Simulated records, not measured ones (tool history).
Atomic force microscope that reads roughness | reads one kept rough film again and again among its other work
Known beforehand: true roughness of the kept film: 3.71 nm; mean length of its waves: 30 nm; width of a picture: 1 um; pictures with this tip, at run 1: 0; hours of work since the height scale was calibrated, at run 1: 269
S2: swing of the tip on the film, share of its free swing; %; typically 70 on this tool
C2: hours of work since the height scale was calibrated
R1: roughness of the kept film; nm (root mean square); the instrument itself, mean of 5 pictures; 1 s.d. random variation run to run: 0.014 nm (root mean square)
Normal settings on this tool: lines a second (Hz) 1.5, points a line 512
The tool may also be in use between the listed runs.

run 1 day=0 | lines_a_second_(Hz)=1.5 S2=70 points_a_line=512 | pictures_with_this_tip=0 C2=269 | R1=3.178
run 2 day=1.883 | lines_a_second_(Hz)=1.5 S2=70 points_a_line=512 | pictures_with_this_tip=114 C2=305 | R1=2.892
run 3 day=3.558 | lines_a_second_(Hz)=1.5 S2=70 points_a_line=512 | pictures_with_this_tip=216 C2=336 | R1=2.675
run 4 day=4.404 | lines_a_second_(Hz)=1.5 S2=70 points_a_line=512 | pictures_with_this_tip=267 C2=352 | R1=2.577
-- day=5.204 new tip fitted
run 5 day=5.642 | lines_a_second_(Hz)=1.5 S2=70 points_a_line=512 | pictures_with_this_tip=27 C2=374 | R1=3.105
run 6 day=7.121 | lines_a_second_(Hz)=2.57 S2=70 points_a_line=512 | pictures_with_this_tip=116 C2=402 | R1=2.789
run 7 day=8.354 | lines_a_second_(Hz)=2.57 S2=70 points_a_line=512 | pictures_with_this_tip=191 C2=425 | R1=2.62
run 8 day=9.842 | lines_a_second_(Hz)=1.89 S2=70 points_a_line=512 | pictures_with_this_tip=281 C2=453 | R1=2.54
-- day=10.442 new tip fitted
run 9 day=11.533 | lines_a_second_(Hz)=1.89 S2=70 points_a_line=512 | pictures_with_this_tip=66 C2=484 | R1=2.969
run 10 day=12.983 | lines_a_second_(Hz)=1.89 S2=70 points_a_line=512 | pictures_with_this_tip=154 C2=511 | R1=2.778
run 11 day=14.867 | lines_a_second_(Hz)=1.89 S2=70 points_a_line=512 | pictures_with_this_tip=268 C2=546 | R1=2.542
-- day=15.625 new tip fitted
run 12 day=16.367 | lines_a_second_(Hz)=1.89 S2=70 points_a_line=512 | pictures_with_this_tip=44 C2=574 | R1=3.025
run 13 day=17.354 | lines_a_second_(Hz)=1.89 S2=70 points_a_line=512 | pictures_with_this_tip=104 C2=592 | R1=2.861
run 14 day=18.617 | lines_a_second_(Hz)=1.89 S2=70 points_a_line=512 | pictures_with_this_tip=181 C2=616 | R1=2.694
run 15 day=19.971 | lines_a_second_(Hz)=1.89 S2=70 points_a_line=512 | pictures_with_this_tip=263 C2=641 | R1=2.548
-- day=20.846 new tip fitted
run 16 day=21.25 | lines_a_second_(Hz)=1.5 S2=70 points_a_line=512 | pictures_with_this_tip=24 C2=664 | R1=3.065
run 17 day=22.783 | lines_a_second_(Hz)=1.5 S2=70 points_a_line=512 | pictures_with_this_tip=118 C2=693 | R1=2.858
run 18 day=24.088 | lines_a_second_(Hz)=1.5 S2=70 points_a_line=512 | pictures_with_this_tip=197 C2=717 | R1=2.667
-- day=24.292 height scale calibrated on a step standard
run 19 day=25.008 | lines_a_second_(Hz)=1.5 S2=70 points_a_line=512 | pictures_with_this_tip=250 C2=13 | R1=2.594
run 20 day=25.921 | lines_a_second_(Hz)=1.5 S2=77 points_a_line=512 | pictures_with_this_tip=305 C2=30 | R1=2.395
-- day=26.112 new tip fitted
run 21 day=27.4 | lines_a_second_(Hz)=1.01 S2=77 points_a_line=272 | pictures_with_this_tip=78 C2=58 | R1=2.903
run 22 day=28.604 | lines_a_second_(Hz)=1.01 S2=77 points_a_line=272 | pictures_with_this_tip=151 C2=80 | R1=2.728

For run 23, what comes out?
run 23 day=30.471 | lines_a_second_(Hz)=2.84 S2=69 points_a_line=763 | pictures_with_this_tip=264 C2=115 | R1=?

Run 23 came out at R1 2.449 nm (root mean square).
With the hidden condition absent and the run-to-run variation left alone, this run would have shown R1 3.097 nm (root mean square).

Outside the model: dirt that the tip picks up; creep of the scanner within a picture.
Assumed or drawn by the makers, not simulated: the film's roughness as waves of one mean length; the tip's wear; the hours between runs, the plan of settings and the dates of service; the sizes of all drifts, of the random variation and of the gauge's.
